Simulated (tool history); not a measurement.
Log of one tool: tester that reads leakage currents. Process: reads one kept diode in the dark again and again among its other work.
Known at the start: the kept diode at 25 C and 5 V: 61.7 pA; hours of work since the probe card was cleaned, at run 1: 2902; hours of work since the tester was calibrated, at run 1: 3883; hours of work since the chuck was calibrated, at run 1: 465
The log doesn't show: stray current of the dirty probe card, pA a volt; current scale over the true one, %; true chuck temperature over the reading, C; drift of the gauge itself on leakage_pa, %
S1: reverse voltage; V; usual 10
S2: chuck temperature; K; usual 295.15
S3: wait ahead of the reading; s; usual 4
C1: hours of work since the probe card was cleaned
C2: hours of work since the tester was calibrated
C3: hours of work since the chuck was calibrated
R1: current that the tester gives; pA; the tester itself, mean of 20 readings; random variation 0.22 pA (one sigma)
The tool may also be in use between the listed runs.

Run 1, hour 0: usual settings; C1 2902; C2 3883; C3 465. Result: R1 71.79 pA.
Run 2, hour 104.3: usual settings but S1 9 V; C1 2969; C2 3950; C3 532. Result: R1 67.7 pA.
At hour 120.6: probe card cleaned and baked.
Run 3, hour 242.6: usual settings but S1 9 V; C1 78; C2 4037; C3 618. Result: R1 67.89 pA.
Run 4, hour 367.6: usual settings but S3 8.66 s; C1 158; C2 4117; C3 698. Result: R1 71.99 pA.
Run 5, hour 514.1: usual settings but S3 0.79 s; C1 252; C2 4210; C3 792. Result: R1 75.31 pA.
Run 6, hour 645.3: usual settings but S3 0.79 s; C1 335; C2 4294; C3 875. Result: R1 74.57 pA.
Run 7, hour 730.6: usual settings but S3 0.79 s; C1 390; C2 4349; C3 930. Result: R1 75.13 pA.
Run 8, hour 884.7: usual settings but S3 0.79 s; C1 489; C2 4447; C3 1029. Result: R1 75.2 pA.
Run 9, hour 1031.2: usual settings but S2 299.15 K; C1 582; C2 4541; C3 1122. Result: R1 100.94 pA.
Run 10, hour 1098: usual settings but S1 1 V, S2 299.15 K, S3 0.54 s; C1 625; C2 4583; C3 1165. Result: R1 27.19 pA.

The next listed run, before its measurement:
Run 11, hour 1163.7: usual settings but S1 1 V, S2 299.15 K, S3 0.54 s; C1 667; C2 4625; C3 1207. Result: R1 ?.

Run 11 gave R1 27.3 pA.
Without the tool's hidden state the same run would have given R1 27.32 pA.
